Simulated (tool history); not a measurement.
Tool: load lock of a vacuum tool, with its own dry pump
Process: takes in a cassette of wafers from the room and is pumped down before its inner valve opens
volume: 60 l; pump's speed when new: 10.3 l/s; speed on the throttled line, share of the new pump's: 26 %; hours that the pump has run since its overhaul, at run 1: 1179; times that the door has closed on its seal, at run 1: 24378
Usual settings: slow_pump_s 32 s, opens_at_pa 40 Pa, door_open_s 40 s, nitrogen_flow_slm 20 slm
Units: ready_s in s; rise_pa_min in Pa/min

| run | hour | slow_pump_s | opens_at_pa | door_open_s | nitrogen_flow_slm | hours that the pump has run since its overhaul | times that the door has closed on its seal | incoming humidity of the room's air, % | ready_s | rise_pa_min |
|---|---|---|---|---|---|---|---|---|---|---|
| 1 | 0.0 | 32 | 40 | 40 | 20 | 1179 | 24378 | 45.7 | 71.0 | 0.684 |
| 2 | 401.6 | 32 | 40 | 40 | 20 | 1581 | 24965 | 44.4 | 71.3 | 0.705 |
| 3 | 714.5 | 32 | 40 | 40 | 33 | 1894 | 25422 | 44.5 | 71.5 | 0.715 |
| 4 | 1074.9 | 32 | 40 | 40 | 33 | 2254 | 25949 | 43.7 | 72.5 | 0.749 |
|  | 1106.0 | door's seal changed, seat wiped |
| 5 | 1496.0 | 32 | 40 | 40 | 33 | 2674 | 570 | 46.2 | 72.1 | 0.013 |
| 6 | 1803.7 | 32 | 40 | 40 | 20 | 2982 | 1020 | 44.4 | 72.5 | 0.024 |
| 7 | 2108.0 | 32 | 73 | 40 | 20 | 3286 | 1465 | 43.5 | 67.9 | 0.029 |
| 8 | 2352.7 | 32 | 40 | 40 | 20 | 3531 | 1823 | 42.8 | 72.0 | 0.034 |
| 9 | 2573.4 | 32 | 40 | 40 | 20 | 3751 | 2145 | 43.9 | 72.5 | 0.030 |
| 10 | 2908.5 | 32 | 40 | 40 | 20 | 4086 | 2635 | 48.5 | 72.3 | 0.045 |
| 11 | 3231.8 | 32 | 33 | 40 | 20 | 4410 | 3108 | 45.4 | 73.2 | 0.049 |
| 12 | 3456.0 | 32 | 40 | 40 | 20 | 4634 | 3436 | 42.2 | 73.4 | 0.049 |
| 13 | 3738.2 | 32 | 40 | 40 | 20 | 4916 | 3849 | 46.9 | 74.8 | 0.056 |
| 14 | 4007.7 | 26 | 40 | 40 | 20 | 5186 | 4243 | 46.6 | 69.4 | 0.063 |
| 15 | 4212.9 | 26 | 40 | 40 | 20 | 5391 | 4543 | 45.9 | 70.1 | 0.070 |
| 16 | 4650.6 | 26 | 40 | 40 | 20 | 5828 | 5183 | 43.4 | 69.7 | 0.079 |
| 17 | 5059.9 | 26 | 32 | 240 | 20 | 6238 | 5781 | 45.4 | 72.6 | 0.091 |
| 18 | 5332.3 | 26 | 38 | 31 | 37 | 6510 | 6180 | 44.3 | 71.0 | 0.084 |
| 19 | 5600.1 | 26 | 38 | 31 | 37 | 6778 | 6571 | 44.2 | 70.6 | 0.100 |
| 20 | 6043.4 | 61 | 33 | 40 | 12 | 7221 | 7219 | 41.9 | 96.6 | 0.111 |
| 21 | 6299.4 | 61 | 33 | 40 | 12 | 7477 | 7594 | 43.1 | 97.7 | 0.119 |
| 22 | 6543.6 | 18 | 33 | 40 | 18 | 7721 | 7951 | 42.9 | 67.7 | 0.120 |
| 23 | 6807.6 | 21 | 55 | 40 | 18 | 7985 | 8337 | 44.6 | 66.5 | 0.132 |
| 24 | 7064.9 | 21 | 55 | 40 | 18 | 8243 | 8713 | 44.8 | 66.6 | 0.133 |
| 25 | 7454.6 | 44 | 40 | 40 | 20 | 8632 | 9283 | 45.9 | 84.7 | 0.154 |
| 26 | 7728.3 | 44 | 30 | 54 | 20 | 8906 | 9683 | 45.5 | 88.4 | 0.153 |
| 27 | 8040.3 | 44 | 30 | 54 | 20 | 9218 | 10139 | 43.5 | 87.1 | 0.174 |
| 28 | 8341.5 | 19 | 40 | 220 | 23 | 9519 | 10580 | 40.6 | 68.7 | 0.178 |
| 29 | 8740.8 | 19 | 40 | 213 | 36 | 9919 | 11164 | 48.3 | 69.6 | 0.187 |
| 30 | 8959.4 | 19 | 40 | 213 | 36 | 10137 | 11483 | 43.2 | 69.9 | 0.200 |
| 31 | 9359.3 | 19 | 40 | 213 | 36 | 10537 | 12068 | 45.6 | 69.8 | 0.213 |

3 ways to go on from here, each from the tool as it stands after run 31. What would each give?
| A | 9671.7 | 34 | 40 | 40 | 12 | 10850 | 12525 | 48.8 | ? | ? |
| B | 9671.7 | 32 | 40 | 158 | 20 | 10850 | 12525 | 44.1 | ? | ? |
| C | 9671.7 | 19 | 50 | 213 | 5 | 10850 | 12525 | 43.1 | ? | ? |

| run | ready_s | rise_pa_min |
|---|---|---|
| A | 81.3 | 0.233 |
| B | 79.3 | 0.233 |
| C | 69.6 | 0.255 |
Without the tool's hidden state the same runs would have given:
| run | ready_s | rise_pa_min |
|---|---|---|
| A | 71.4 | 0.018 |
| B | 69.3 | 0.017 |
| C | 59.0 | 0.039 |
